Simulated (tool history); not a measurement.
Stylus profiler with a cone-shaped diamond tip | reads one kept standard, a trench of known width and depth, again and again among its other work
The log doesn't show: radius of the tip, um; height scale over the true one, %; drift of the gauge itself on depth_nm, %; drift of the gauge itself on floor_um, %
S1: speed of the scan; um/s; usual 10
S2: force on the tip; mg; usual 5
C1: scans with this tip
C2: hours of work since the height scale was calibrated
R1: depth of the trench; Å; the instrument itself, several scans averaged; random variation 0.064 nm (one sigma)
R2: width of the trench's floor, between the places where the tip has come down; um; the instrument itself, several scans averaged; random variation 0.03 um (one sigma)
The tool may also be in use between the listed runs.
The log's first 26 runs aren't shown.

{"run": 27, "day": 22.925, "S1": 2, "S2": 14.43, "C1": 5094, "C2": 548, "R1": 2075.4, "R2": 97.2}
{"run": 28, "day": 23.75, "S1": 2, "S2": 14.43, "C1": 5186, "C2": 558, "R1": 2074.9, "R2": 97.22}
{"run": 29, "day": 24.35, "S1": 3, "S2": 4.77, "C1": 5253, "C2": 565, "R1": 2035.4, "R2": 97.24}
{"run": 30, "day": 25.596, "S1": 10, "S2": 13.78, "C1": 5392, "C2": 580, "R1": 2072.9, "R2": 97.23}
{"run": 31, "day": 26.446, "S1": 10, "S2": 13.78, "C1": 5487, "C2": 590, "R1": 2073.6, "R2": 97.22}
{"run": 32, "day": 27.429, "S1": 10, "S2": 4.16, "C1": 5597, "C2": 602, "R1": 2033.7, "R2": 97.19}
{"run": 33, "day": 28.138, "S1": 9, "S2": 4.52, "C1": 5676, "C2": 611, "R1": 2033.9, "R2": 97.21}
{"run": 34, "day": 28.704, "S1": 37, "S2": 10.46, "C1": 5740, "C2": 618, "R1": 2058.8, "R2": 97.1}
{"run": 35, "day": 29.6, "S1": 9, "S2": 2.02, "C1": 5839, "C2": 628, "R1": 2019.6, "R2": 97.14}
{"run": 36, "day": 30.483, "S1": 3, "S2": 7.49, "C1": 5938, "C2": 639, "R1": 2048.3, "R2": 97.21}
{"run": 37, "day": 31.575, "S1": 3, "S2": 5.38, "C1": 6060, "C2": 652, "R1": 2038.2, "R2": 97.2}
{"run": 38, "day": 32.35, "S1": 3, "S2": 5.38, "C1": 6147, "C2": 661, "R1": 2038.1, "R2": 97.21}
{"run": 39, "day": 33.342, "S1": 3, "S2": 5.38, "C1": 6257, "C2": 673, "R1": 2038.4, "R2": 97.23}
{"run": 40, "day": 34.204, "S1": 21, "S2": 3.73, "C1": 6354, "C2": 684, "R1": 2030.9, "R2": 97.19}
{"run": 41, "day": 35.062, "S1": 21, "S2": 3.73, "C1": 6450, "C2": 694, "R1": 2029.5, "R2": 97.13}
{"run": 42, "day": 35.775, "S1": 36, "S2": 3.69, "C1": 6529, "C2": 703, "R1": 2030.2, "R2": 97.15}
{"run": 43, "day": 36.479, "S1": 6, "S2": 14.58, "C1": 6608, "C2": 711, "R1": 2075.2, "R2": 97.16}
{"run": 44, "day": 37.696, "S1": 7, "S2": 10.55, "C1": 6744, "C2": 726, "R1": 2061.1, "R2": 97.17}
{"run": 45, "day": 38.8, "S1": 7, "S2": 10.55, "C1": 6867, "C2": 739, "R1": 2060.5, "R2": 97.23}
{"run": 46, "day": 39.346, "S1": 23, "S2": 3.24, "C1": 6928, "C2": 745, "R1": 2027.8, "R2": 97.15}
{"run": 47, "day": 40.308, "S1": 31, "S2": 9.25, "C1": 7036, "C2": 757, "R1": 2056.1, "R2": 97.18}

4 ways to go on from here, each from the tool as it stands after run 47. What would each give?
{"run": "A", "day": 41.004, "S1": 2, "S2": 3.49, "C1": 7114, "C2": 765, "R1": "?", "R2": "?"}
{"run": "B", "day": 41.004, "S1": 8, "S2": 9.25, "C1": 7114, "C2": 765, "R1": "?", "R2": "?"}
{"run": "C", "day": 41.004, "S1": 3, "S2": 14.25, "C1": 7114, "C2": 765, "R1": "?", "R2": "?"}
{"run": "D", "day": 41.004, "S1": 25, "S2": 5, "C1": 7114, "C2": 765, "R1": "?", "R2": "?"}

run=A R1=2029 R2=97.21
run=B R1=2056 R2=97.21
run=C R1=2074.1 R2=97.2
run=D R1=2035.5 R2=97.19
Without the tool's hidden state the same runs would have given:
run=A R1=2029 R2=97.22
run=B R1=2055.9 R2=97.21
run=C R1=2074.1 R2=97.21
run=D R1=2035.4 R2=97.19

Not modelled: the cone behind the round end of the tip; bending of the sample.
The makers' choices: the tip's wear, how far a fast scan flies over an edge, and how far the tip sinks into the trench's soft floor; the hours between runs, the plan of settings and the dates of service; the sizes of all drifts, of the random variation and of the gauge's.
